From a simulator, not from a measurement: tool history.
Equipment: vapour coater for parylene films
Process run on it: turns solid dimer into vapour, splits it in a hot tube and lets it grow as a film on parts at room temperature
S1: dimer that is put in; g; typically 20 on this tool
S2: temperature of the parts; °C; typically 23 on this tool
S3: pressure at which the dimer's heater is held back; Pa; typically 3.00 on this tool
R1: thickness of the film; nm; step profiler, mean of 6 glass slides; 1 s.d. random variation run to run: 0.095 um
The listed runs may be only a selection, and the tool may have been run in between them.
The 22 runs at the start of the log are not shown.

run	hour	S1	S2	S3	R1
23	1173.1	20	23	3.04	11650
24	1238.8	20	23	3.04	11410
25	1281.0	20	22	3.50	11650
26	1348.8	23	23	3.00	13380
27	1382.2	23	18	2.14	17040
28	1441.6	23	18	2.14	17410
29	1501.8	20	29	3.00	9360
30	1539.0	20	26	3.00	10580
31	1580.7	21	28	11.08	7680
# hour 1603.6: table's thermometer calibrated
32	1614.8	21	28	11.08	7630
33	1676.9	13	31	9.03	4430
34	1733.1	20	31	3.00	8610
35	1775.4	20	31	3.00	8630
36	1828.3	9	24	3.00	4950
37	1862.4	9	24	3.00	4970
38	1894.7	12	21	3.15	7430
39	1955.9	12	21	3.15	7490
40	2013.8	19	33	3.79	7180
41	2064.1	20	27	6.90	8430
42	2101.0	8	34	6.55	2640
43	2143.6	8	34	6.55	2630
44	2175.7	20	23	3.62	11080
# hour 2206.8: trap's valve overhauled
45	2220.1	20	21	4.30	11510
46	2264.0	14	21	7.73	7190

Consider 5 possible next runs. They are alternatives, not a sequence: every one starts from the tool as it was left by run 46. What does each give?
A	2318.3	9	30	5.44	?
B	2318.3	20	20	3.00	?
C	2318.3	15	28	11.10	?
D	2318.3	19	16	3.00	?
E	2318.3	9	31	6.36	?

run	R1
A	3490
B	12870
C	5450
D	14180
E	3300
Without the tool's unlogged condition, the same runs would have read:
run	R1
A	3500
B	12890
C	5460
D	14190
E	3300
